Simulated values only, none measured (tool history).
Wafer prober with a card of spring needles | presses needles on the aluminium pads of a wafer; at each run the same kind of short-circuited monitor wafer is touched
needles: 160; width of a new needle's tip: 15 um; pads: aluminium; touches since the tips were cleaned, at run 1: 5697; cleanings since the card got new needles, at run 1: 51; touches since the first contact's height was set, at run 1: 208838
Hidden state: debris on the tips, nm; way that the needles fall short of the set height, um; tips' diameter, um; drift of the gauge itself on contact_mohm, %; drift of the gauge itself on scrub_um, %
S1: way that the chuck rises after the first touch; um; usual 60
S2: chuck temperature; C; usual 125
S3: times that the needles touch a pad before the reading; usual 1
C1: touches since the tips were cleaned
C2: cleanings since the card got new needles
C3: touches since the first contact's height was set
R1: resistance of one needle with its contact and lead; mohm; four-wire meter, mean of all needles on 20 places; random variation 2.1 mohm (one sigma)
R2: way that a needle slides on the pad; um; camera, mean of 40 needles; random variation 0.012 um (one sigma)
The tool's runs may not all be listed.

| run | hour | S1 | S2 | S3 | C1 | C2 | C3 | R1 | R2 |
|---|---|---|---|---|---|---|---|---|---|
| 1 | 0 | 60 | 125 | 1 | 5697 | 51 | 208838 | 292 | 7.66 |
|  | 8.3 | tips cleaned on abrasive film |
| 2 | 43.3 | 60 | 125 | 1 | 5841 | 52 | 216050 | 297 | 7.64 |
|  | 53.1 | tips cleaned on abrasive film |
| 3 | 82.8 | 60 | 125 | 1 | 4944 | 53 | 222606 | 288 | 7.64 |
|  | 95.1 | tips cleaned on abrasive film |
|  | 112.8 | height of the first contact set anew |
| 4 | 114.2 | 60 | 125 | 1 | 3138 | 54 | 224 | 275 | 7.82 |
|  | 139.6 | tips cleaned on abrasive film |
| 5 | 172.3 | 60 | 38 | 1 | 5453 | 55 | 9904 | 280 | 7.81 |
|  | 185.5 | tips cleaned on abrasive film |
| 6 | 213.3 | 60 | 125 | 1 | 4645 | 56 | 16727 | 290 | 7.79 |
|  | 233.2 | tips cleaned on abrasive film |
| 7 | 244.5 | 60 | 125 | 1 | 1885 | 57 | 21906 | 259 | 7.81 |
|  | 276.4 | tips cleaned on abrasive film |
| 8 | 298.9 | 60 | 42 | 1 | 3749 | 58 | 30970 | 270 | 7.81 |
|  | 321.5 | tips cleaned on abrasive film |
| 9 | 336.1 | 60 | 125 | 3 | 2430 | 59 | 37155 | 245 | 7.8 |
|  | 365.6 | tips cleaned on abrasive film |
| 10 | 387.6 | 60 | 125 | 3 | 3673 | 60 | 45731 | 249 | 7.78 |
|  | 410.1 | tips cleaned on abrasive film |
| 11 | 435.3 | 60 | 125 | 3 | 4189 | 61 | 53659 | 248 | 7.78 |
|  | 453.2 | tips cleaned on abrasive film |
| 12 | 463.3 | 60 | 28 | 1 | 1678 | 62 | 58319 | 243 | 7.78 |
|  | 495.2 | tips cleaned on abrasive film |
| 13 | 495.2 | 60 | 28 | 1 | 0 | 63 | 63621 | 211 | 7.76 |
|  | 538.1 | tips cleaned on abrasive film |
| 14 | 559 | 60 | 28 | 1 | 3479 | 64 | 74240 | 265 | 7.75 |
|  | 582.4 | tips cleaned on abrasive film |
| 15 | 608.2 | 60 | 28 | 1 | 4306 | 65 | 82437 | 274 | 7.76 |
|  | 628.3 | tips cleaned on abrasive film |
| 16 | 663.1 | 60 | 28 | 1 | 5808 | 66 | 91578 | 283 | 7.74 |
|  | 674 | tips cleaned on abrasive film |
| 17 | 704.8 | 74 | 112 | 1 | 5138 | 67 | 98518 | 265 | 9.57 |
|  | 720 | tips cleaned on abrasive film |
|  | 762 | tips cleaned on abrasive film |
| 18 | 764.3 | 74 | 27 | 1 | 384 | 69 | 108408 | 211 | 9.55 |
|  | 804.4 | tips cleaned on abrasive film |
| 19 | 815.3 | 61 | 88 | 2 | 1814 | 70 | 116892 | 243 | 7.84 |
|  | 846.6 | tips cleaned on abrasive film |
| 20 | 872.7 | 77 | 125 | 1 | 4350 | 71 | 126449 | 266 | 9.93 |

Forecast run 21:
|  | 892.2 | tips cleaned on abrasive film |
| 21 | 929.9 | 48 | 77 | 1 | 6293 | 72 | 135977 | ? | ? |

{"run 21": {"R1": 341, "R2": 6.14}}
Without the tool's hidden state the same run would have given R1 223 mohm, R2 6.26 um.
